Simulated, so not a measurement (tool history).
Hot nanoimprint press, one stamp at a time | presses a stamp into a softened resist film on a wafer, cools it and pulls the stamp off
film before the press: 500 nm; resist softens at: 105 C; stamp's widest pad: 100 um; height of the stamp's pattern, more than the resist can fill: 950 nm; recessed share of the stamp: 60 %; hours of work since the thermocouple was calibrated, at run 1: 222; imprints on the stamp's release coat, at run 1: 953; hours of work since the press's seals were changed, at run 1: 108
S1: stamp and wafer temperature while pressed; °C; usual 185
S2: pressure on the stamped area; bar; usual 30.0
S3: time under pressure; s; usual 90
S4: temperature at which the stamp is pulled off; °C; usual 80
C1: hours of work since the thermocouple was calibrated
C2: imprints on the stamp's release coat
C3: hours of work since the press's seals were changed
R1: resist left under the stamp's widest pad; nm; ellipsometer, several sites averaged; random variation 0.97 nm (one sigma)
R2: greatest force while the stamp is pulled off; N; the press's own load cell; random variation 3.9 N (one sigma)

| run | hour | S1 | S2 | S3 | S4 | C1 | C2 | C3 | R1 | R2 |
|---|---|---|---|---|---|---|---|---|---|---|
| 1 | 0.0 | 185 | 30.0 | 90 | 80 | 222 | 953 | 108 | 178.9 | 192 |
| 2 | 12.4 | 185 | 30.0 | 90 | 80 | 229 | 1004 | 115 | 178.7 | 197 |
| 3 | 29.3 | 185 | 30.0 | 90 | 80 | 238 | 1074 | 124 | 178.7 | 198 |
| 4 | 43.6 | 185 | 30.0 | 90 | 80 | 246 | 1132 | 132 | 179.5 | 199 |
| 5 | 62.3 | 185 | 30.0 | 90 | 80 | 256 | 1210 | 142 | 177.0 | 192 |
| 6 | 83.8 | 185 | 30.0 | 90 | 80 | 267 | 1298 | 154 | 179.3 | 193 |
| 7 | 105.8 | 185 | 30.0 | 90 | 80 | 279 | 1389 | 165 | 178.3 | 189 |
| 8 | 127.0 | 185 | 30.0 | 90 | 80 | 291 | 1476 | 177 | 177.7 | 199 |
| 9 | 139.9 | 185 | 30.0 | 90 | 80 | 298 | 1529 | 184 | 179.3 | 190 |
| 10 | 154.7 | 185 | 30.0 | 51 | 79 | 306 | 1590 | 192 | 221.1 | 194 |
| 11 | 167.5 | 184 | 30.0 | 90 | 81 | 312 | 1643 | 199 | 186.2 | 187 |
| 12 | 187.7 | 184 | 30.0 | 90 | 81 | 323 | 1726 | 210 | 186.8 | 184 |
| 13 | 204.8 | 178 | 30.0 | 59 | 80 | 332 | 1796 | 219 | 279.7 | 193 |
| 14 | 215.2 | 194 | 30.0 | 72 | 80 | 338 | 1839 | 224 | 132.9 | 197 |
| 15 | 236.0 | 194 | 30.0 | 52 | 71 | 349 | 1925 | 236 | 150.4 | 239 |
| 16 | 256.5 | 194 | 25.5 | 105 | 71 | 360 | 2010 | 247 | 125.2 | 233 |
| 17 | 269.2 | 194 | 25.5 | 105 | 67 | 367 | 2062 | 254 | 125.5 | 257 |
| 18 | 291.2 | 182 | 31.6 | 90 | 80 | 379 | 2152 | 265 | 198.4 | 195 |

3 ways to go on from here, each from the tool as it stands after run 18. What would each give?
| A | 303.7 | 191 | 36.4 | 90 | 80 | 386 | 2204 | 272 | ? | ? |
| B | 303.7 | 185 | 29.5 | 90 | 80 | 386 | 2204 | 272 | ? | ? |
| C | 303.7 | 185 | 30.0 | 179 | 71 | 386 | 2204 | 272 | ? | ? |

| run | R1 | R2 |
|---|---|---|
| A | 122.6 | 192 |
| B | 179.1 | 194 |
| C | 137.1 | 228 |
Without the tool's hidden state the same runs would have given:
| run | R1 | R2 |
|---|---|---|
| A | 122.2 | 189 |
| B | 178.5 | 191 |
| C | 136.7 | 224 |

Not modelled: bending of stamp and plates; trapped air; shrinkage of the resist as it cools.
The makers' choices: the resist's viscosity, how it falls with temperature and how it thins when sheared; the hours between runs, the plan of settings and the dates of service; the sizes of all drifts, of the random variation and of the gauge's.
